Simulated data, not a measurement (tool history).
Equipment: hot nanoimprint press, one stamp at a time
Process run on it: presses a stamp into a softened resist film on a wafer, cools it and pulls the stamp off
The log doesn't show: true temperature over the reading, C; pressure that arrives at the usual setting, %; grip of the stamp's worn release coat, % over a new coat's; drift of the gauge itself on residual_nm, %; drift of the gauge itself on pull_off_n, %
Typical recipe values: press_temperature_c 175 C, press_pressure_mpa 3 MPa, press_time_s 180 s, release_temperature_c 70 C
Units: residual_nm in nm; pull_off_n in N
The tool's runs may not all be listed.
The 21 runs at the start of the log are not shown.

| run | hour | press_temperature_c | press_pressure_mpa | press_time_s | release_temperature_c | hours of work since the thermocouple was calibrated | imprints on the stamp's release coat | hours of work since the press's seals were changed | residual_nm | pull_off_n |
|---|---|---|---|---|---|---|---|---|---|---|
| 22 | 534.9 | 173 | 3 | 180 | 70 | 156 | 185 | 154 | 216.5 | 158 |
| 23 | 561.7 | 173 | 1.85 | 180 | 70 | 174 | 248 | 172 | 260.4 | 157 |
| 24 | 579.8 | 175 | 2.48 | 296 | 70 | 187 | 290 | 185 | 192.8 | 158 |
| 25 | 595.8 | 186 | 4.62 | 255 | 73 | 198 | 327 | 196 | 96.6 | 154 |
| 26 | 611.1 | 177 | 2.84 | 255 | 61 | 208 | 363 | 207 | 173.1 | 176 |
| 27 | 643.1 | 166 | 3.71 | 231 | 69 | 231 | 437 | 229 | 236.2 | 162 |
| 28 | 667.6 | 175 | 3 | 132 | 70 | 248 | 494 | 246 | 223.2 | 161 |
| 29 | 686.6 | 175 | 2.89 | 180 | 70 | 261 | 538 | 259 | 206 | 159 |
| 30 | 718.4 | 182 | 2.42 | 195 | 62 | 283 | 612 | 281 | 175 | 180 |

Forecast each of these 3 alternatives for the next run:
| A | 737.5 | 182 | 3.09 | 180 | 60 | 296 | 657 | 294 | ? | ? |
| B | 737.5 | 182 | 2.42 | 195 | 62 | 296 | 657 | 294 | ? | ? |
| C | 737.5 | 182 | 1.86 | 313 | 62 | 296 | 657 | 294 | ? | ? |

| run | residual_nm | pull_off_n |
|---|---|---|
| A | 158.1 | 179 |
| B | 175.8 | 170 |
| C | 172.1 | 173 |
Had the tool no hidden state, the same runs would have come out as:
| run | residual_nm | pull_off_n |
|---|---|---|
| A | 157.8 | 178 |
| B | 175.5 | 169 |
| C | 171.7 | 172 |
